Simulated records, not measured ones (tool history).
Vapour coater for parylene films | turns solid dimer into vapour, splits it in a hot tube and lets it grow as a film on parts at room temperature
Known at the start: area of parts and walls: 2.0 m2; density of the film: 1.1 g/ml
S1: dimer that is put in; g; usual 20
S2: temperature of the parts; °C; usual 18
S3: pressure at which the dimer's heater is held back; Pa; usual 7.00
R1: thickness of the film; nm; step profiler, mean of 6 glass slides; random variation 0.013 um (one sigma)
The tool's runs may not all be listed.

Run 1, hour 0.0: usual settings. Result: R1 5410 nm.
Run 2, hour 35.7: usual settings but S2 24 °C. Result: R1 4700 nm.
Run 3, hour 69.9: usual settings but S2 24 °C. Result: R1 4710 nm.
Run 4, hour 101.8: usual settings but S2 24 °C. Result: R1 4690 nm.
Run 5, hour 147.2: usual settings but S2 24 °C. Result: R1 4680 nm.
Run 6, hour 169.7: usual settings. Result: R1 5430 nm.
Run 7, hour 192.1: usual settings. Result: R1 5450 nm.
Run 8, hour 235.7: usual settings. Result: R1 5440 nm.
Run 9, hour 275.8: usual settings but S1 15 g, S2 15 °C, S3 2.78 Pa. Result: R1 4600 nm.
Run 10, hour 298.5: usual settings but S2 14 °C, S3 3.66 Pa. Result: R1 6210 nm.
At hour 349.8: trap's valve overhauled.
Run 11, hour 349.8: usual settings but S1 14 g, S2 29 °C, S3 2.43 Pa. Result: R1 3080 nm.
Run 12, hour 384.7: usual settings but S1 14 g, S2 29 °C, S3 2.43 Pa. Result: R1 3080 nm.
Run 13, hour 419.5: usual settings but S1 22 g, S2 29 °C, S3 2.26 Pa. Result: R1 4880 nm.
Run 14, hour 458.2: usual settings but S1 22 g, S2 29 °C, S3 2.26 Pa. Result: R1 4870 nm.
Run 15, hour 480.3: usual settings but S1 22 g, S2 26 °C, S3 2.53 Pa. Result: R1 5210 nm.

4 ways to go on from here, each from the tool as it stands after run 15. What would each give?
Run A, hour 504.3: usual settings but S1 15 g, S2 16 °C, S3 2.53 Pa. Result: R1 ?.
Run B, hour 504.3: usual settings but S1 13 g, S3 2.35 Pa. Result: R1 ?.
Run C, hour 504.3: usual settings but S1 22 g, S2 14 °C, S3 2.53 Pa. Result: R1 ?.
Run D, hour 504.3: usual settings but S1 21 g. Result: R1 ?.

run    R1
  A  4540
  B  3750
  C  6980
  D  5750
Without the tool's hidden state the same runs would have given:
run    R1
  A  4500
  B  3720
  C  6920
  D  5710

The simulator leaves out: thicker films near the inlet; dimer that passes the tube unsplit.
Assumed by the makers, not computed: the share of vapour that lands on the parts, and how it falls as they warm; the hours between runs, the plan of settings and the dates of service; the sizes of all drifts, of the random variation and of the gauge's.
